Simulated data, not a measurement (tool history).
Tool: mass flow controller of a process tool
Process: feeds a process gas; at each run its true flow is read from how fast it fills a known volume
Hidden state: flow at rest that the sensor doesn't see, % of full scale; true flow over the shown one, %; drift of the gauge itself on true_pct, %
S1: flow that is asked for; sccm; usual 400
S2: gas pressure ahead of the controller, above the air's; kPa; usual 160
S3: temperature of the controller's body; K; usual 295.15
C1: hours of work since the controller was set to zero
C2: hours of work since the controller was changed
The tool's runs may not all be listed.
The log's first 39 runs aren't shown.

run 40 hour=9836.1 | S1=314 S2=220 S3=297.15 | C1=2634 C2=7811 | true_flow_(%)=95.91
run 41 hour=10082.6 | S1=400 S2=244 S3=299.15 | C1=2795 C2=7972 | true_flow_(%)=96.63
run 42 hour=10371.9 | S1=400 S2=244 S3=299.15 | C1=2984 C2=8161 | true_flow_(%)=96.46
run 43 hour=10626.5 | S1=126 S2=244 S3=303.15 | C1=3150 C2=8328 | true_flow_(%)=94.73
run 44 hour=10841.2 | S1=130 S2=210 S3=305.15 | C1=3291 C2=8468 | true_flow_(%)=94.89
run 45 hour=11056.1 | S1=133 S2=176 S3=294.15 | C1=3431 C2=8608 | true_flow_(%)=93.52
run 46 hour=11314.5 | S1=133 S2=176 S3=294.15 | C1=3600 C2=8777 | true_flow_(%)=93.35
run 47 hour=11557.4 | S1=341 S2=146 S3=311.15 | C1=3759 C2=8936 | true_flow_(%)=97.25

5 ways to go on from here, each from the tool as it stands after run 47. What would each give?
run A hour=11880.6 | S1=341 S2=147 S3=309.15 | C1=3970 C2=9147 | true_flow_(%)=?
run B hour=11880.6 | S1=341 S2=146 S3=307.15 | C1=3970 C2=9147 | true_flow_(%)=?
run C hour=11880.6 | S1=412 S2=171 S3=295.15 | C1=3970 C2=9147 | true_flow_(%)=?
run D hour=11880.6 | S1=400 S2=242 S3=300.15 | C1=3970 C2=9147 | true_flow_(%)=?
run E hour=11880.6 | S1=587 S2=160 S3=295.15 | C1=3970 C2=9147 | true_flow_(%)=?

run=A true_flow_(%)=96.83
run=B true_flow_(%)=96.46
run=C true_flow_(%)=95.69
run=D true_flow_(%)=96.18
run=E true_flow_(%)=96.28
Without the tool's hidden state the same runs would have given:
run=A true_flow_(%)=99.51
run=B true_flow_(%)=99.14
run=C true_flow_(%)=98.20
run=D true_flow_(%)=98.71
run=E true_flow_(%)=98.55
